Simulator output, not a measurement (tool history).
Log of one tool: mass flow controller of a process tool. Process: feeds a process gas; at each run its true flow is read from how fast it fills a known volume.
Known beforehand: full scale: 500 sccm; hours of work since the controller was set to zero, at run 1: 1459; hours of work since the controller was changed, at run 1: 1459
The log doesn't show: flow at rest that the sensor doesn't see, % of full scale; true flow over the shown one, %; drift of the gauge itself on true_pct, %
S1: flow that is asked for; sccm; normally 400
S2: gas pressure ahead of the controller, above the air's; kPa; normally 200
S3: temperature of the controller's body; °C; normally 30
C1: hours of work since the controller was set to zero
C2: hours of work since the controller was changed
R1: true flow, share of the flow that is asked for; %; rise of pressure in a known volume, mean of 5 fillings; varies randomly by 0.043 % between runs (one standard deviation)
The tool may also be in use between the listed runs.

| run | hour | S1 | S2 | S3 | C1 | C2 | R1 |
|---|---|---|---|---|---|---|---|
| 1 | 0.0 | 400 | 200 | 30 | 1459 | 1459 | 99.60 |
| 2 | 138.6 | 69 | 200 | 30 | 1502 | 1502 | 101.62 |
| 3 | 278.7 | 69 | 200 | 30 | 1546 | 1546 | 101.70 |
| 4 | 446.8 | 400 | 200 | 30 | 1599 | 1599 | 99.72 |
| 5 | 550.0 | 400 | 200 | 30 | 1632 | 1632 | 99.66 |
| 6 | 659.3 | 400 | 200 | 30 | 1666 | 1666 | 99.61 |
| 7 | 739.6 | 241 | 200 | 30 | 1691 | 1691 | 99.80 |
| 8 | 814.0 | 241 | 200 | 30 | 1714 | 1714 | 99.84 |
| 9 | 900.6 | 193 | 178 | 20 | 1742 | 1742 | 100.72 |
| 10 | 985.2 | 193 | 178 | 20 | 1768 | 1768 | 100.79 |
| 11 | 1059.4 | 438 | 200 | 26 | 1791 | 1791 | 100.06 |
| 12 | 1132.6 | 53 | 145 | 30 | 1814 | 1814 | 102.82 |

Forecast each of these 4 alternatives for the next run:
| A | 1252.5 | 94 | 273 | 36 | 1852 | 1852 | ? |
| B | 1252.5 | 400 | 200 | 24 | 1852 | 1852 | ? |
| C | 1252.5 | 137 | 179 | 30 | 1852 | 1852 | ? |
| D | 1252.5 | 263 | 142 | 25 | 1852 | 1852 | ? |

| run | R1 |
|---|---|
| A | 101.31 |
| B | 100.20 |
| C | 100.33 |
| D | 99.87 |
Had the tool no hidden state, the same runs would have come out as:
| run | R1 |
|---|---|
| A | 99.07 |
| B | 99.95 |
| C | 98.91 |
| D | 99.31 |
